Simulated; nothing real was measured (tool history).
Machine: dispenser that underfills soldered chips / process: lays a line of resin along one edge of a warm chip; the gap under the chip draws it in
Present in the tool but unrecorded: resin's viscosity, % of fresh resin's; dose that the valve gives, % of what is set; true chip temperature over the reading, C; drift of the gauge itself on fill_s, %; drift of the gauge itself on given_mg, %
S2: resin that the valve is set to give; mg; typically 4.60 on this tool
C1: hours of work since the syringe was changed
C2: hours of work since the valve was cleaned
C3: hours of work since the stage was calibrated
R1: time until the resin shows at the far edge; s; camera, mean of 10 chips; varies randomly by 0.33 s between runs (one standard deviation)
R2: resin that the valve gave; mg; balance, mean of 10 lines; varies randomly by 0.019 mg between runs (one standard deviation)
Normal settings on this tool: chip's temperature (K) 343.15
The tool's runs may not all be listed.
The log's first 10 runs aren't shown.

{"run": 11, "hour": 49.4, "chip's temperature (K)": 343.15, "S2": 5.72, "C1": 7, "C2": 44, "C3": 187, "R1": 20.6, "R2": 5.45}
{"run": 12, "hour": 53.9, "chip's temperature (K)": 343.15, "S2": 5.72, "C1": 10, "C2": 47, "C3": 190, "R1": 24.3, "R2": 5.44}
{"hour": 55.1, "done": "new syringe of resin"}
{"run": 13, "hour": 57.9, "chip's temperature (K)": 343.15, "S2": 4.6, "C1": 2, "C2": 50, "C3": 192, "R1": 15.4, "R2": 4.34}
{"run": 14, "hour": 62.0, "chip's temperature (K)": 343.15, "S2": 4.6, "C1": 4, "C2": 52, "C3": 195, "R1": 18.3, "R2": 4.36}
{"run": 15, "hour": 67.9, "chip's temperature (K)": 343.15, "S2": 4.6, "C1": 8, "C2": 56, "C3": 199, "R1": 22.2, "R2": 4.32}
{"hour": 71.8, "done": "new syringe of resin"}
{"run": 16, "hour": 73.2, "chip's temperature (K)": 343.15, "S2": 4.6, "C1": 1, "C2": 59, "C3": 202, "R1": 15.0, "R2": 4.34}
{"run": 17, "hour": 79.3, "chip's temperature (K)": 343.15, "S2": 4.6, "C1": 5, "C2": 63, "C3": 206, "R1": 20.0, "R2": 4.29}
{"run": 18, "hour": 85.6, "chip's temperature (K)": 343.15, "S2": 4.6, "C1": 9, "C2": 67, "C3": 210, "R1": 23.5, "R2": 4.32}
{"hour": 88.3, "done": "new syringe of resin"}
{"run": 19, "hour": 92.0, "chip's temperature (K)": 333.15, "S2": 4.6, "C1": 2, "C2": 71, "C3": 214, "R1": 27.7, "R2": 4.27}
{"run": 20, "hour": 94.9, "chip's temperature (K)": 333.15, "S2": 4.6, "C1": 4, "C2": 73, "C3": 216, "R1": 30.3, "R2": 4.3}
{"run": 21, "hour": 97.7, "chip's temperature (K)": 348.15, "S2": 4.38, "C1": 6, "C2": 75, "C3": 218, "R1": 15.8, "R2": 4.1}
{"run": 22, "hour": 101.6, "chip's temperature (K)": 355.15, "S2": 4.19, "C1": 9, "C2": 78, "C3": 220, "R1": 12.8, "R2": 3.89}
{"hour": 105.2, "done": "new syringe of resin"}
{"run": 23, "hour": 107.8, "chip's temperature (K)": 355.15, "S2": 4.19, "C1": 2, "C2": 81, "C3": 224, "R1": 8.9, "R2": 3.87}
{"run": 24, "hour": 112.8, "chip's temperature (K)": 337.15, "S2": 5.61, "C1": 5, "C2": 85, "C3": 227, "R1": 25.1, "R2": 5.14}
{"run": 25, "hour": 116.8, "chip's temperature (K)": 358.15, "S2": 5.23, "C1": 8, "C2": 87, "C3": 230, "R1": 10.0, "R2": 4.79}
{"hour": 122.1, "done": "new syringe of resin"}
{"run": 26, "hour": 124.0, "chip's temperature (K)": 336.15, "S2": 4.02, "C1": 1, "C2": 92, "C3": 235, "R1": 23.2, "R2": 3.67}
{"hour": 128.0, "done": "dispensing valve cleaned and set on the balance"}
{"run": 27, "hour": 130.0, "chip's temperature (K)": 349.15, "S2": 4.61, "C1": 4, "C2": 1, "C3": 238, "R1": 13.1, "R2": 4.6}
{"run": 28, "hour": 135.5, "chip's temperature (K)": 349.15, "S2": 4.61, "C1": 8, "C2": 5, "C3": 241, "R1": 15.6, "R2": 4.57}
{"hour": 139.9, "done": "new syringe of resin"}
{"run": 29, "hour": 141.3, "chip's temperature (K)": 340.15, "S2": 4.17, "C1": 1, "C2": 8, "C3": 245, "R1": 17.9, "R2": 4.14}
{"run": 30, "hour": 144.7, "chip's temperature (K)": 340.15, "S2": 4.17, "C1": 3, "C2": 11, "C3": 247, "R1": 20.1, "R2": 4.12}
{"run": 31, "hour": 149.5, "chip's temperature (K)": 348.15, "S2": 4.39, "C1": 6, "C2": 14, "C3": 250, "R1": 15.8, "R2": 4.35}
{"run": 32, "hour": 154.7, "chip's temperature (K)": 328.15, "S2": 4.29, "C1": 10, "C2": 17, "C3": 254, "R1": 57.1, "R2": 4.22}
{"hour": 156.9, "done": "new syringe of resin"}
{"run": 33, "hour": 161.9, "chip's temperature (K)": 338.15, "S2": 5.32, "C1": 3, "C2": 22, "C3": 258, "R1": 22.0, "R2": 5.17}
{"run": 34, "hour": 166.1, "chip's temperature (K)": 349.15, "S2": 4.13, "C1": 6, "C2": 24, "C3": 261, "R1": 15.4, "R2": 4.06}

Run 35 is up next; what results do you expect?
{"run": 35, "hour": 171.7, "chip's temperature (K)": 341.15, "S2": 4.63, "C1": 10, "C2": 28, "C3": 264, "R1": "?", "R2": "?"}

{"run 35": {"R1": 26.6, "R2": 4.5}}
If the tool had no hidden condition, the same run with the same run-to-run variation would have returned R1 14.6 s, R2 4.62 mg.
